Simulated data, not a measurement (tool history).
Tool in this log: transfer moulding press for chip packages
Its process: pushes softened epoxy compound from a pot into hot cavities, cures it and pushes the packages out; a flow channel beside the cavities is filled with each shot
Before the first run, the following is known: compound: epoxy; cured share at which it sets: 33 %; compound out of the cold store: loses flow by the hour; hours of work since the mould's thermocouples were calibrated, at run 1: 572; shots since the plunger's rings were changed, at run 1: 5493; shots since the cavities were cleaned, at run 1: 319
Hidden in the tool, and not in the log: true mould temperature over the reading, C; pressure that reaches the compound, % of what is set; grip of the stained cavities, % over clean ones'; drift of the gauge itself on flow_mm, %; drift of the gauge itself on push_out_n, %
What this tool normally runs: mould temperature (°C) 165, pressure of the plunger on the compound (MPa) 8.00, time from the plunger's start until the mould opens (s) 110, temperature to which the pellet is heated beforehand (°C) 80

run,hour,mould temperature (°C),pressure of the plunger on the compound (MPa),time from the plunger's start until the mould opens (s),temperature to which the pellet is heated beforehand (°C),hours of work since the mould's thermocouples were calibrated,shots since the plunger's rings were changed,shots since the cavities were cleaned,incoming compound's hours out of the cold store,length that the compound runs in the flow channel (mm),greatest force on the pins that push the packages out (N)
1,0.0,165,8.00,110,80,572,5493,319,21.1,782,413
2,32.0,165,7.52,110,80,586,5740,566,34.3,709,459
# hour 67.3: cavities cleaned with cleaning compound and waxed
3,67.9,165,8.00,110,80,601,6007,5,37.7,717,271
# hour 84.1: plunger's sealing rings changed
4,103.6,165,8.00,110,80,615,151,262,30.6,836,377
5,137.0,165,8.00,99,80,629,409,520,35.8,807,560
6,169.2,165,8.00,110,80,643,658,769,38.3,799,502
# hour 180.5: cavities cleaned with cleaning compound and waxed
7,210.8,165,8.00,110,80,661,969,235,33.9,810,371
8,254.0,165,8.00,110,80,679,1303,569,25.1,839,467
9,280.1,165,8.00,110,80,690,1505,771,40.4,774,486
# hour 290.1: cavities cleaned with cleaning compound and waxed
10,323.4,165,7.97,110,80,708,1828,258,25.1,830,392
11,360.2,165,7.97,110,80,724,2113,543,47.3,748,435
12,386.2,165,8.00,110,80,735,2314,744,28.8,812,492
# hour 399.4: cavities cleaned with cleaning compound and waxed
13,407.9,165,8.00,110,80,744,2471,66,24.6,821,312
# hour 434.3: mould's thermocouples calibrated
14,453.1,158,6.91,132,75,8,2805,400,40.4,738,502
15,476.0,165,8.00,103,77,18,2982,577,26.2,806,547
# hour 511.9: mould's thermocouples calibrated, once more
# hour 513.4: cavities cleaned with cleaning compound and waxed
16,514.6,159,7.03,131,84,1,3254,10,32.6,746,272
17,554.1,159,7.03,131,90,18,3560,316,45.3,701,374
18,596.6,169,8.00,110,80,36,3888,644,25.7,775,380
# hour 625.7: cavities cleaned with cleaning compound and waxed
19,634.4,159,8.71,110,80,51,4169,67,44.1,772,418
20,656.4,165,6.44,126,80,61,4340,238,45.7,649,288
21,685.6,165,6.63,110,80,73,4566,464,15.4,739,428
22,713.5,168,8.57,110,87,85,4782,680,40.6,742,370
# hour 736.4: cavities cleaned with cleaning compound and waxed
23,749.2,159,8.00,110,73,100,5046,99,16.4,828,494
24,785.3,168,8.76,91,85,116,5325,378,38.3,753,451
25,803.3,165,8.00,110,90,123,5465,518,47.2,699,390
26,830.1,165,8.00,110,90,135,5673,726,24.8,761,453

For each entry between runs, how does the tool's hidden state at the last listed run before it compare with that at the first listed run after it?
Run 2 -> run 3: cavities cleaned with cleaning compound and waxed (hour 67.3)
  true mould temperature over the reading, C: -0.97 -> -1; pressure that reaches the compound, % of what is set: 79.05 -> 78.17; grip of the stained cavities, % over clean ones': 73.5 -> 6.1
  the result without the hidden state subtracted from the measured one, length that the compound runs in the flow channel (mm): -85 -> -90; greatest force on the pins that push the packages out (N): +207 -> +30
Run 3 -> run 4: plunger's sealing rings changed (hour 84.1)
  true mould temperature over the reading, C: -1 -> -1.03; pressure that reaches the compound, % of what is set: 78.17 -> 99.05; grip of the stained cavities, % over clean ones': 6.1 -> 45.9
  the result without the hidden state subtracted from the measured one, length that the compound runs in the flow channel (mm): -90 -> +0; greatest force on the pins that push the packages out (N): +30 -> +134
Run 6 -> run 7: cavities cleaned with cleaning compound and waxed (hour 180.5)
  true mould temperature over the reading, C: -1.09 -> -1.12; pressure that reaches the compound, % of what is set: 97.25 -> 96.21; grip of the stained cavities, % over clean ones': 82.3 -> 40.7
  the result without the hidden state subtracted from the measured one, length that the compound runs in the flow channel (mm): -7 -> -11; greatest force on the pins that push the packages out (N): +239 -> +126
Run 9 -> run 10: cavities cleaned with cleaning compound and waxed (hour 290.1)
  true mould temperature over the reading, C: -1.18 -> -1.21; pressure that reaches the compound, % of what is set: 94.25 -> 93.04; grip of the stained cavities, % over clean ones': 82 -> 45.8
  the result without the hidden state subtracted from the measured one, length that the compound runs in the flow channel (mm): -19 -> -25; greatest force on the pins that push the packages out (N): +235 -> +145
Run 12 -> run 13: cavities cleaned with cleaning compound and waxed (hour 399.4)
  true mould temperature over the reading, C: -1.27 -> -1.28; pressure that reaches the compound, % of what is set: 91.48 -> 90.96; grip of the stained cavities, % over clean ones': 81.7 -> 14.5
  the result without the hidden state subtracted from the measured one, length that the compound runs in the flow channel (mm): -32 -> -34; greatest force on the pins that push the packages out (N): +245 -> +61
Run 13 -> run 14: mould's thermocouples calibrated (hour 434.3)
  true mould temperature over the reading, C: -1.28 -> -1.51; pressure that reaches the compound, % of what is set: 90.96 -> 89.8; grip of the stained cavities, % over clean ones': 14.5 -> 59.3
  the result without the hidden state subtracted from the measured one, length that the compound runs in the flow channel (mm): -34 -> -34; greatest force on the pins that push the packages out (N): +61 -> +220
Run 15 -> run 16: mould's thermocouples calibrated, once more (hour 511.9); cavities cleaned with cleaning compound and waxed (hour 513.4)
  true mould temperature over the reading, C: -1.53 -> 0.17; pressure that reaches the compound, % of what is set: 89.14 -> 88.17; grip of the stained cavities, % over clean ones': 71.9 -> 3.8
  the result without the hidden state subtracted from the measured one, length that the compound runs in the flow channel (mm): -41 -> -50; greatest force on the pins that push the packages out (N): +266 -> +7
Run 18 -> run 19: cavities cleaned with cleaning compound and waxed (hour 625.7)
  true mould temperature over the reading, C: 0.09 -> 0.06; pressure that reaches the compound, % of what is set: 85.91 -> 84.82; grip of the stained cavities, % over clean ones': 76.3 -> 13.4
  the result without the hidden state subtracted from the measured one, length that the compound runs in the flow channel (mm): -61 -> -67; greatest force on the pins that push the packages out (N): +164 -> +47
Run 22 -> run 23: cavities cleaned with cleaning compound and waxed (hour 736.4)
  true mould temperature over the reading, C: -0.01 -> -0.05; pressure that reaches the compound, % of what is set: 82.67 -> 81.7; grip of the stained cavities, % over clean ones': 78 -> 21.2
  the result without the hidden state subtracted from the measured one, length that the compound runs in the flow channel (mm): -74 -> -88; greatest force on the pins that push the packages out (N): +163 -> +88

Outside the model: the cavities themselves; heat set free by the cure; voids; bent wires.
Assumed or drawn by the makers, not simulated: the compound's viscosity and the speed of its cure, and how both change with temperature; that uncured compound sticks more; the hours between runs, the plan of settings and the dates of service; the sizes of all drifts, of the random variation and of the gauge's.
